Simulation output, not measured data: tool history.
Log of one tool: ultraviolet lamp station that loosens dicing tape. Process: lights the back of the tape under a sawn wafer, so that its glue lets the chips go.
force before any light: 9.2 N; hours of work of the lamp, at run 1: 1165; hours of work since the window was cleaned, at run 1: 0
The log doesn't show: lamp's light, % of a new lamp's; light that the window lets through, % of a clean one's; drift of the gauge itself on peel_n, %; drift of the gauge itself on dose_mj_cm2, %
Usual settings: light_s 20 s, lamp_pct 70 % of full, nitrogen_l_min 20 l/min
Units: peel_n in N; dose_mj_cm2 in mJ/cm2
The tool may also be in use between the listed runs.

run,hour,light_s,lamp_pct,nitrogen_l_min,hours of work of the lamp,hours of work since the window was cleaned,peel_n,dose_mj_cm2
1,0,20,70,20,1165,0,0.591,257
2,55.6,20,70,20,1191,27,0.633,255
3,121.1,10,70,20,1223,58,2.217,125
4,171.6,10,70,20,1247,82,2.292,129
5,232.1,17,70,20,1276,111,0.955,209
6,301.8,20,70,20,1309,145,0.667,242
7,351.6,20,90,20,1333,169,0.384,316
8,397.3,20,90,20,1355,191,0.404,306
9,463.1,20,68,20,1387,222,0.774,232
10,539.8,20,68,20,1423,259,0.802,227
# hour 555.3: lamp changed
11,605,20,70,20,24,290,0.366,321
12,650.4,20,70,20,46,311,0.381,315
13,714,20,70,20,76,342,0.393,315
14,774.9,20,70,20,105,371,0.38,314
15,849.7,35,70,20,141,407,0.165,544
16,910,20,75,20,170,436,0.347,329
17,966.6,20,75,20,197,463,0.361,326
18,1048.4,20,87,20,236,502,0.288,373
19,1124.4,20,70,20,273,539,0.44,295
20,1204.9,20,86,16,311,577,0.339,362
21,1249.1,15,65,20,333,598,1.023,199
22,1321.5,13,61,8,367,633,2.367,160
# hour 1347.8: window cleaned of glue's vapour
23,1387,13,61,8,399,19,2.253,175
24,1435.1,13,61,11,422,42,1.983,170
25,1514.1,13,61,11,459,80,1.953,171
26,1580,16,70,22,491,111,0.694,237
27,1630.1,17,77,22,515,135,0.465,275
28,1683.8,20,74,11,541,161,0.625,308
29,1719.7,36,86,11,558,178,0.165,642
30,1794.9,36,86,11,594,214,0.177,632
31,1853.3,18,87,11,622,242,0.602,320
32,1901.4,38,87,14,645,265,0.159,665
33,1968.8,14,77,11,677,298,1.369,213
34,2020.8,14,77,11,702,323,1.35,215
35,2087,19,77,33,734,354,0.35,288
36,2126.8,19,94,8,753,373,0.622,351
37,2209.9,14,70,31,793,413,0.919,188

Hidden state at the last listed run before each entry between runs and at the first one after, where it differs:
Between runs 10 and 11: lamp changed (hour 555.3)
  lamp's light, % of a new lamp's: 72.5 -> 98.7; light that the window lets through, % of a clean one's: 96.9 -> 96.6
  measured less the result without the state, peel_n: +0.435 -> +0.037 N; dose_mj_cm2: -98 -> -16 mJ/cm2
Between runs 22 and 23: window cleaned of glue's vapour (hour 1347.8)
  lamp's light, % of a new lamp's: 92.2 -> 91.7; light that the window lets through, % of a clean one's: 92.8 -> 99.4
  measured less the result without the state, peel_n: +0.454 -> +0.276 N; dose_mj_cm2: -28 -> -16 mJ/cm2
